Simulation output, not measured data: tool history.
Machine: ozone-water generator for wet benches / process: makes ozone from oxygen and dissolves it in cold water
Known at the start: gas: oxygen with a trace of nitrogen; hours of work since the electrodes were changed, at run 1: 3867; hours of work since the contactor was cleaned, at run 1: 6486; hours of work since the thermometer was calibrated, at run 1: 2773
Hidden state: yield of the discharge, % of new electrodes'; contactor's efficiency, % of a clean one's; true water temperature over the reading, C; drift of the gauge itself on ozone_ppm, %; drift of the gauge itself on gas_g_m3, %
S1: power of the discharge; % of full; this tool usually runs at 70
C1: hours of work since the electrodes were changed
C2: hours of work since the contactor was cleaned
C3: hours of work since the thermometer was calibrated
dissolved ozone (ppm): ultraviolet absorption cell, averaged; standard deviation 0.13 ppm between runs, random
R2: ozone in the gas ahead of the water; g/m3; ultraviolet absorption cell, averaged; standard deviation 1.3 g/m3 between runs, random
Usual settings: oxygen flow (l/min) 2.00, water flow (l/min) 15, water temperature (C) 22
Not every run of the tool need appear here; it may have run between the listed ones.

run 1 hour=0.0 | S1=70 oxygen_flow_(l/min)=2.00 water_flow_(l/min)=15 water_temperature_(C)=22 | C1=3867 C2=6486 C3=2773 | dissolved_ozone_(ppm)=15.0 R2=244.0
run 2 hour=92.9 | S1=70 oxygen_flow_(l/min)=2.00 water_flow_(l/min)=15 water_temperature_(C)=22 | C1=3951 C2=6570 C3=2857 | dissolved_ozone_(ppm)=15.0 R2=240.1
run 3 hour=179.1 | S1=70 oxygen_flow_(l/min)=1.62 water_flow_(l/min)=15 water_temperature_(C)=22 | C1=4029 C2=6648 C3=2934 | dissolved_ozone_(ppm)=14.4 R2=270.3
run 4 hour=280.4 | S1=70 oxygen_flow_(l/min)=2.00 water_flow_(l/min)=15 water_temperature_(C)=24 | C1=4121 C2=6739 C3=3026 | dissolved_ozone_(ppm)=14.8 R2=239.0
run 5 hour=366.7 | S1=70 oxygen_flow_(l/min)=2.00 water_flow_(l/min)=15 water_temperature_(C)=24 | C1=4199 C2=6817 C3=3104 | dissolved_ozone_(ppm)=14.5 R2=240.0
-- hour=388.1 water thermometer calibrated
run 6 hour=414.8 | S1=70 oxygen_flow_(l/min)=2.00 water_flow_(l/min)=20 water_temperature_(C)=22 | C1=4242 C2=6860 C3=24 | dissolved_ozone_(ppm)=10.9 R2=238.5
run 7 hour=499.6 | S1=70 oxygen_flow_(l/min)=1.70 water_flow_(l/min)=15 water_temperature_(C)=22 | C1=4318 C2=6937 C3=101 | dissolved_ozone_(ppm)=14.6 R2=261.3
run 8 hour=600.8 | S1=70 oxygen_flow_(l/min)=1.70 water_flow_(l/min)=15 water_temperature_(C)=22 | C1=4410 C2=7028 C3=192 | dissolved_ozone_(ppm)=14.7 R2=262.3
run 9 hour=670.6 | S1=70 oxygen_flow_(l/min)=1.70 water_flow_(l/min)=15 water_temperature_(C)=22 | C1=4473 C2=7091 C3=255 | dissolved_ozone_(ppm)=14.6 R2=261.0
run 10 hour=752.4 | S1=70 oxygen_flow_(l/min)=1.70 water_flow_(l/min)=15 water_temperature_(C)=22 | C1=4547 C2=7165 C3=329 | dissolved_ozone_(ppm)=14.7 R2=258.5
run 11 hour=796.9 | S1=70 oxygen_flow_(l/min)=1.70 water_flow_(l/min)=15 water_temperature_(C)=22 | C1=4587 C2=7206 C3=369 | dissolved_ozone_(ppm)=14.8 R2=263.4
run 12 hour=889.5 | S1=70 oxygen_flow_(l/min)=1.70 water_flow_(l/min)=15 water_temperature_(C)=22 | C1=4671 C2=7289 C3=453 | dissolved_ozone_(ppm)=14.8 R2=261.7
run 13 hour=945.3 | S1=70 oxygen_flow_(l/min)=2.00 water_flow_(l/min)=15 water_temperature_(C)=22 | C1=4721 C2=7340 C3=504 | dissolved_ozone_(ppm)=14.7 R2=234.2
run 14 hour=1016.1 | S1=70 oxygen_flow_(l/min)=2.00 water_flow_(l/min)=15 water_temperature_(C)=22 | C1=4785 C2=7404 C3=568 | dissolved_ozone_(ppm)=15.0 R2=234.7
run 15 hour=1103.3 | S1=70 oxygen_flow_(l/min)=2.00 water_flow_(l/min)=15 water_temperature_(C)=22 | C1=4864 C2=7482 C3=646 | dissolved_ozone_(ppm)=14.9 R2=235.0
run 16 hour=1149.8 | S1=70 oxygen_flow_(l/min)=2.00 water_flow_(l/min)=15 water_temperature_(C)=22 | C1=4906 C2=7525 C3=688 | dissolved_ozone_(ppm)=15.1 R2=234.8
run 17 hour=1219.0 | S1=70 oxygen_flow_(l/min)=2.00 water_flow_(l/min)=15 water_temperature_(C)=22 | C1=4968 C2=7587 C3=751 | dissolved_ozone_(ppm)=15.1 R2=236.4
run 18 hour=1324.5 | S1=84 oxygen_flow_(l/min)=1.61 water_flow_(l/min)=10 water_temperature_(C)=20 | C1=5064 C2=7682 C3=846 | dissolved_ozone_(ppm)=25.3 R2=299.7
run 19 hour=1378.5 | S1=77 oxygen_flow_(l/min)=1.29 water_flow_(l/min)=15 water_temperature_(C)=17 | C1=5113 C2=7731 C3=895 | dissolved_ozone_(ppm)=15.4 R2=321.8
-- hour=1394.2 gauge calibrated
run 20 hour=1462.9 | S1=77 oxygen_flow_(l/min)=1.29 water_flow_(l/min)=15 water_temperature_(C)=17 | C1=5189 C2=7807 C3=971 | dissolved_ozone_(ppm)=15.4 R2=331.9
run 21 hour=1562.6 | S1=77 oxygen_flow_(l/min)=1.29 water_flow_(l/min)=12 water_temperature_(C)=16 | C1=5279 C2=7898 C3=1061 | dissolved_ozone_(ppm)=20.0 R2=329.8
run 22 hour=1643.1 | S1=70 oxygen_flow_(l/min)=2.00 water_flow_(l/min)=15 water_temperature_(C)=24 | C1=5352 C2=7970 C3=1134 | dissolved_ozone_(ppm)=14.3 R2=239.9
run 23 hour=1727.4 | S1=70 oxygen_flow_(l/min)=2.00 water_flow_(l/min)=15 water_temperature_(C)=24 | C1=5428 C2=8046 C3=1210 | dissolved_ozone_(ppm)=14.6 R2=237.9
run 24 hour=1825.3 | S1=70 oxygen_flow_(l/min)=2.00 water_flow_(l/min)=15 water_temperature_(C)=24 | C1=5516 C2=8135 C3=1299 | dissolved_ozone_(ppm)=14.6 R2=238.5
run 25 hour=1906.1 | S1=87 oxygen_flow_(l/min)=2.00 water_flow_(l/min)=13 water_temperature_(C)=22 | C1=5589 C2=8208 C3=1372 | dissolved_ozone_(ppm)=19.7 R2=274.4
run 26 hour=1983.7 | S1=59 oxygen_flow_(l/min)=1.54 water_flow_(l/min)=15 water_temperature_(C)=14 | C1=5659 C2=8278 C3=1442 | dissolved_ozone_(ppm)=14.0 R2=247.8
run 27 hour=2035.0 | S1=46 oxygen_flow_(l/min)=2.00 water_flow_(l/min)=15 water_temperature_(C)=16 | C1=5706 C2=8324 C3=1488 | dissolved_ozone_(ppm)=12.1 R2=180.9
run 28 hour=2092.8 | S1=63 oxygen_flow_(l/min)=3.05 water_flow_(l/min)=12 water_temperature_(C)=22 | C1=5758 C2=8377 C3=1541 | dissolved_ozone_(ppm)=17.1 R2=172.1
run 29 hour=2139.2 | S1=70 oxygen_flow_(l/min)=2.00 water_flow_(l/min)=17 water_temperature_(C)=22 | C1=5800 C2=8419 C3=1583 | dissolved_ozone_(ppm)=13.3 R2=236.0
run 30 hour=2237.7 | S1=70 oxygen_flow_(l/min)=1.05 water_flow_(l/min)=17 water_temperature_(C)=22 | C1=5889 C2=8508 C3=1672 | dissolved_ozone_(ppm)=11.8 R2=350.5
run 31 hour=2327.2 | S1=46 oxygen_flow_(l/min)=2.95 water_flow_(l/min)=23 water_temperature_(C)=22 | C1=5970 C2=8589 C3=1752 | dissolved_ozone_(ppm)=7.5 R2=143.1
run 32 hour=2420.5 | S1=45 oxygen_flow_(l/min)=1.38 water_flow_(l/min)=15 water_temperature_(C)=25 | C1=6054 C2=8673 C3=1837 | dissolved_ozone_(ppm)=10.4 R2=221.0
run 33 hour=2479.0 | S1=45 oxygen_flow_(l/min)=1.38 water_flow_(l/min)=15 water_temperature_(C)=25 | C1=6107 C2=8726 C3=1890 | dissolved_ozone_(ppm)=10.4 R2=221.5
run 34 hour=2564.9 | S1=68 oxygen_flow_(l/min)=1.38 water_flow_(l/min)=15 water_temperature_(C)=19 | C1=6185 C2=8803 C3=1967 | dissolved_ozone_(ppm)=14.2 R2=288.8

What if the next run were any one of these 3? Each begins from the tool's condition after run 34:
run A hour=2658.5 | S1=41 oxygen_flow_(l/min)=1.38 water_flow_(l/min)=15 water_temperature_(C)=19 | C1=6269 C2=8888 C3=2052 | dissolved_ozone_(ppm)=? R2=?
run B hour=2658.5 | S1=68 oxygen_flow_(l/min)=2.87 water_flow_(l/min)=18 water_temperature_(C)=15 | C1=6269 C2=8888 C3=2052 | dissolved_ozone_(ppm)=? R2=?
run C hour=2658.5 | S1=68 oxygen_flow_(l/min)=1.38 water_flow_(l/min)=15 water_temperature_(C)=28 | C1=6269 C2=8888 C3=2052 | dissolved_ozone_(ppm)=? R2=?

run=A dissolved_ozone_(ppm)=10.3 R2=209.4
run=B dissolved_ozone_(ppm)=13.5 R2=187.0
run=C dissolved_ozone_(ppm)=13.4 R2=287.2
Without the tool's hidden state the same runs would have given:
run=A dissolved_ozone_(ppm)=10.3 R2=215.2
run=B dissolved_ozone_(ppm)=13.6 R2=192.3
run=C dissolved_ozone_(ppm)=13.4 R2=295.4

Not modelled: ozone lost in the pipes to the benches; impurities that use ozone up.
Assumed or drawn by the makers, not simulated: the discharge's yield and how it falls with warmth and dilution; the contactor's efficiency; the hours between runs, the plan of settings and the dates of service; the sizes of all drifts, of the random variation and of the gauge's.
